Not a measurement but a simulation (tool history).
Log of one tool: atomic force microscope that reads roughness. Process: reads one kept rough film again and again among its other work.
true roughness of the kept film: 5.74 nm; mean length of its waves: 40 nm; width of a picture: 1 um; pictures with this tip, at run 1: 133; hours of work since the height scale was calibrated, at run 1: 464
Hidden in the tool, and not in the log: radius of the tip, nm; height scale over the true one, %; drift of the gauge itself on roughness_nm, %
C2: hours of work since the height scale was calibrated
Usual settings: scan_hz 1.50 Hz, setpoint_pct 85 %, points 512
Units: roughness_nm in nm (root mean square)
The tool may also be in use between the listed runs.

run 1 hour=0.0 | scan_hz=1.50 setpoint_pct=85 points=512 | pictures_with_this_tip=133 C2=464 | roughness_nm=3.319
-- hour=3.5 new tip fitted
run 2 hour=61.5 | scan_hz=1.50 setpoint_pct=85 points=512 | pictures_with_this_tip=44 C2=491 | roughness_nm=3.898
run 3 hour=124.8 | scan_hz=1.50 setpoint_pct=85 points=512 | pictures_with_this_tip=93 C2=519 | roughness_nm=3.546
run 4 hour=154.5 | scan_hz=1.50 setpoint_pct=85 points=512 | pictures_with_this_tip=115 C2=532 | roughness_nm=3.402
-- hour=181.5 new tip fitted
run 5 hour=213.5 | scan_hz=1.50 setpoint_pct=85 points=512 | pictures_with_this_tip=25 C2=558 | roughness_nm=4.049
run 6 hour=261.6 | scan_hz=1.50 setpoint_pct=68 points=512 | pictures_with_this_tip=61 C2=579 | roughness_nm=4.158
run 7 hour=329.7 | scan_hz=1.50 setpoint_pct=79 points=512 | pictures_with_this_tip=113 C2=609 | roughness_nm=3.599
-- hour=359.6 new tip fitted
run 8 hour=380.1 | scan_hz=1.50 setpoint_pct=85 points=512 | pictures_with_this_tip=15 C2=631 | roughness_nm=4.145
run 9 hour=414.0 | scan_hz=1.50 setpoint_pct=85 points=543 | pictures_with_this_tip=41 C2=646 | roughness_nm=3.950
run 10 hour=449.5 | scan_hz=1.50 setpoint_pct=85 points=543 | pictures_with_this_tip=68 C2=662 | roughness_nm=3.730
run 11 hour=490.7 | scan_hz=2.80 setpoint_pct=85 points=512 | pictures_with_this_tip=100 C2=680 | roughness_nm=3.139
-- hour=540.6 new tip fitted
run 12 hour=542.5 | scan_hz=0.69 setpoint_pct=85 points=512 | pictures_with_this_tip=2 C2=702 | roughness_nm=4.579
run 13 hour=594.6 | scan_hz=0.69 setpoint_pct=85 points=512 | pictures_with_this_tip=41 C2=725 | roughness_nm=4.251
run 14 hour=629.8 | scan_hz=1.50 setpoint_pct=85 points=512 | pictures_with_this_tip=68 C2=741 | roughness_nm=3.715
run 15 hour=690.5 | scan_hz=1.50 setpoint_pct=85 points=743 | pictures_with_this_tip=114 C2=768 | roughness_nm=3.444
-- hour=723.4 new tip fitted
run 16 hour=753.5 | scan_hz=1.50 setpoint_pct=85 points=743 | pictures_with_this_tip=23 C2=795 | roughness_nm=4.034
run 17 hour=784.6 | scan_hz=1.50 setpoint_pct=82 points=743 | pictures_with_this_tip=47 C2=809 | roughness_nm=3.965
run 18 hour=827.1 | scan_hz=1.50 setpoint_pct=85 points=443 | pictures_with_this_tip=79 C2=828 | roughness_nm=3.694
run 19 hour=878.1 | scan_hz=1.50 setpoint_pct=85 points=443 | pictures_with_this_tip=118 C2=850 | roughness_nm=3.447
-- hour=900.2 new tip fitted
run 20 hour=922.9 | scan_hz=1.50 setpoint_pct=85 points=443 | pictures_with_this_tip=17 C2=870 | roughness_nm=4.071
run 21 hour=970.4 | scan_hz=1.50 setpoint_pct=85 points=368 | pictures_with_this_tip=53 C2=891 | roughness_nm=3.824
run 22 hour=1000.7 | scan_hz=1.50 setpoint_pct=85 points=512 | pictures_with_this_tip=76 C2=904 | roughness_nm=3.662
run 23 hour=1033.9 | scan_hz=1.50 setpoint_pct=85 points=512 | pictures_with_this_tip=101 C2=919 | roughness_nm=3.519
run 24 hour=1064.9 | scan_hz=1.50 setpoint_pct=85 points=512 | pictures_with_this_tip=125 C2=932 | roughness_nm=3.351
-- hour=1081.0 new tip fitted
run 25 hour=1110.0 | scan_hz=1.50 setpoint_pct=56 points=774 | pictures_with_this_tip=22 C2=952 | roughness_nm=4.634
run 26 hour=1174.8 | scan_hz=2.13 setpoint_pct=85 points=559 | pictures_with_this_tip=71 C2=981 | roughness_nm=3.479
run 27 hour=1213.7 | scan_hz=1.35 setpoint_pct=79 points=559 | pictures_with_this_tip=101 C2=998 | roughness_nm=3.652
run 28 hour=1247.0 | scan_hz=1.35 setpoint_pct=79 points=559 | pictures_with_this_tip=126 C2=1012 | roughness_nm=3.534
-- hour=1262.3 new tip fitted
run 29 hour=1287.5 | scan_hz=0.81 setpoint_pct=78 points=762 | pictures_with_this_tip=19 C2=1030 | roughness_nm=4.491
run 30 hour=1348.3 | scan_hz=0.52 setpoint_pct=58 points=1004 | pictures_with_this_tip=65 C2=1057 | roughness_nm=4.327
run 31 hour=1410.6 | scan_hz=0.52 setpoint_pct=58 points=1004 | pictures_with_this_tip=113 C2=1084 | roughness_nm=3.912
-- hour=1414.7 height scale calibrated on a step standard
-- hour=1442.4 new tip fitted
run 32 hour=1476.7 | scan_hz=0.52 setpoint_pct=58 points=1004 | pictures_with_this_tip=26 C2=27 | roughness_nm=4.605
run 33 hour=1524.4 | scan_hz=2.50 setpoint_pct=62 points=512 | pictures_with_this_tip=62 C2=48 | roughness_nm=3.995
run 34 hour=1559.7 | scan_hz=1.50 setpoint_pct=85 points=291 | pictures_with_this_tip=89 C2=64 | roughness_nm=3.543
run 35 hour=1615.9 | scan_hz=1.50 setpoint_pct=88 points=316 | pictures_with_this_tip=132 C2=89 | roughness_nm=3.220
-- hour=1622.4 new tip fitted
run 36 hour=1667.2 | scan_hz=1.12 setpoint_pct=82 points=710 | pictures_with_this_tip=35 C2=111 | roughness_nm=4.130
run 37 hour=1719.3 | scan_hz=0.65 setpoint_pct=79 points=710 | pictures_with_this_tip=74 C2=134 | roughness_nm=4.021
-- hour=1779.4 height scale calibrated on a step standard, once more
run 38 hour=1789.2 | scan_hz=1.04 setpoint_pct=85 points=512 | pictures_with_this_tip=127 C2=4 | roughness_nm=3.530
-- hour=1803.1 new tip fitted
run 39 hour=1835.7 | scan_hz=1.17 setpoint_pct=89 points=337 | pictures_with_this_tip=25 C2=25 | roughness_nm=4.069
run 40 hour=1888.1 | scan_hz=1.50 setpoint_pct=69 points=465 | pictures_with_this_tip=65 C2=48 | roughness_nm=4.109
run 41 hour=1952.5 | scan_hz=1.50 setpoint_pct=69 points=465 | pictures_with_this_tip=114 C2=76 | roughness_nm=3.763
-- hour=1983.5 new tip fitted
run 42 hour=1999.4 | scan_hz=2.75 setpoint_pct=72 points=512 | pictures_with_this_tip=12 C2=97 | roughness_nm=4.225
run 43 hour=2043.4 | scan_hz=2.45 setpoint_pct=72 points=414 | pictures_with_this_tip=46 C2=116 | roughness_nm=3.956
run 44 hour=2086.2 | scan_hz=2.93 setpoint_pct=86 points=512 | pictures_with_this_tip=78 C2=135 | roughness_nm=3.172
run 45 hour=2150.2 | scan_hz=0.52 setpoint_pct=79 points=272 | pictures_with_this_tip=127 C2=163 | roughness_nm=3.724
-- hour=2165.4 new tip fitted
run 46 hour=2202.7 | scan_hz=0.78 setpoint_pct=67 points=754 | pictures_with_this_tip=29 C2=186 | roughness_nm=4.558

4 ways to go on from here, each from the tool as it stands after run 46. What would each give?
run A hour=2253.8 | scan_hz=1.50 setpoint_pct=88 points=512 | pictures_with_this_tip=68 C2=209 | roughness_nm=?
run B hour=2253.8 | scan_hz=0.86 setpoint_pct=85 points=512 | pictures_with_this_tip=68 C2=209 | roughness_nm=?
run C hour=2253.8 | scan_hz=1.50 setpoint_pct=61 points=512 | pictures_with_this_tip=68 C2=209 | roughness_nm=?
run D hour=2253.8 | scan_hz=3.77 setpoint_pct=67 points=754 | pictures_with_this_tip=68 C2=209 | roughness_nm=?

run=A roughness_nm=3.655
run=B roughness_nm=3.961
run=C roughness_nm=4.163
run=D roughness_nm=3.737
Without the tool's hidden state the same runs would have given:
run=A roughness_nm=4.222
run=B roughness_nm=4.577
run=C roughness_nm=4.809
run=D roughness_nm=4.317
